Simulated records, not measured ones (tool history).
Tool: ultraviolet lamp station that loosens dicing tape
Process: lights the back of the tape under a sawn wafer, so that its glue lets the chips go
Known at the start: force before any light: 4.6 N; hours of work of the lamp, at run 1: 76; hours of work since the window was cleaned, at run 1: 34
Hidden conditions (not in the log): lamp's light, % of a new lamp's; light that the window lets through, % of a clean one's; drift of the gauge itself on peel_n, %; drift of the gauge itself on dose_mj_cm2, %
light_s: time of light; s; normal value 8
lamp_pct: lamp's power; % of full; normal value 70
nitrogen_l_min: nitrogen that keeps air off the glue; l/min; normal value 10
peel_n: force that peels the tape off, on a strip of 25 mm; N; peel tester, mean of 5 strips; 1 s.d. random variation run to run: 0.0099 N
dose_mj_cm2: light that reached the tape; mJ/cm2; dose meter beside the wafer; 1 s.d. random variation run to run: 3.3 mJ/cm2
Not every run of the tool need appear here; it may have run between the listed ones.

run,hour,light_s,lamp_pct,nitrogen_l_min,hours of work of the lamp,hours of work since the window was cleaned,peel_n,dose_mj_cm2
1,0.0,8,70,10,76,34,0.436,497
2,32.0,8,70,10,89,48,0.452,504
3,63.3,8,70,10,102,61,0.450,507
4,78.6,4,70,10,108,67,1.407,252
5,98.7,4,70,10,117,75,1.413,249
6,120.0,4,70,10,126,84,1.429,249
7,156.5,4,70,10,141,99,1.437,247
8,184.5,4,70,10,152,111,1.384,247
9,202.6,6,70,10,160,118,0.821,372
10,231.9,6,70,4,172,131,1.274,370
11,261.9,8,70,10,184,143,0.476,491
12,278.2,8,70,10,191,150,0.486,493
13,307.0,8,70,10,203,162,0.503,485
14,340.5,8,70,10,217,176,0.487,485
15,369.9,8,70,10,229,188,0.509,480
16,398.2,8,70,10,241,199,0.515,475
17,422.6,16,70,10,251,210,0.115,952
18,445.6,14,70,10,260,219,0.145,825
19,473.0,14,70,8,272,230,0.173,832
20,488.6,14,70,8,278,237,0.169,828
21,513.4,8,70,7,289,247,0.638,470
22,548.6,8,70,7,303,262,0.659,468
23,579.0,8,70,7,316,274,0.658,467
24,608.8,9,70,7,328,287,0.517,519
25,626.0,5,88,8,335,294,0.924,364
26,658.9,5,88,8,349,308,0.948,368
27,689.3,6,63,5,361,320,1.479,311
28,715.1,8,79,7,372,331,0.549,513
29,746.2,9,78,10,385,344,0.334,574
30,763.4,6,66,8,392,351,1.115,320
31,800.3,8,89,20,407,366,0.226,578
32,820.3,10,93,19,416,374,0.129,753
33,855.9,10,93,19,430,389,0.137,739
34,879.4,5,70,10,440,399,1.257,279
35,906.7,15,97,19,452,410,0.084,1152
36,926.4,15,97,19,460,418,0.080,1167
37,950.5,11,74,7,470,428,0.344,650
38,966.2,5,84,7,476,435,1.086,328
39,998.1,5,84,7,489,448,1.172,331
40,1018.1,10,77,6,498,456,0.442,596
41,1042.4,10,77,6,508,466,0.448,600
42,1071.4,10,77,6,520,478,0.446,598
43,1106.3,13,74,3,534,493,0.476,748
44,1125.8,8,65,10,542,501,0.723,401
45,1144.9,8,65,10,550,509,0.722,396

Here are 3 independent what-if runs from the current tool condition. What would each one return?
A,1174.1,8,65,15,562,521,?,?
B,1174.1,10,75,10,562,521,?,?
C,1174.1,4,61,3,562,521,?,?

run,peel_n,dose_mj_cm2
A,0.606,397
B,0.348,571
C,2.536,182
What these runs would have given with no unlogged condition in the tool:
run,peel_n,dose_mj_cm2
A,0.408,483
B,0.224,695
C,2.225,222
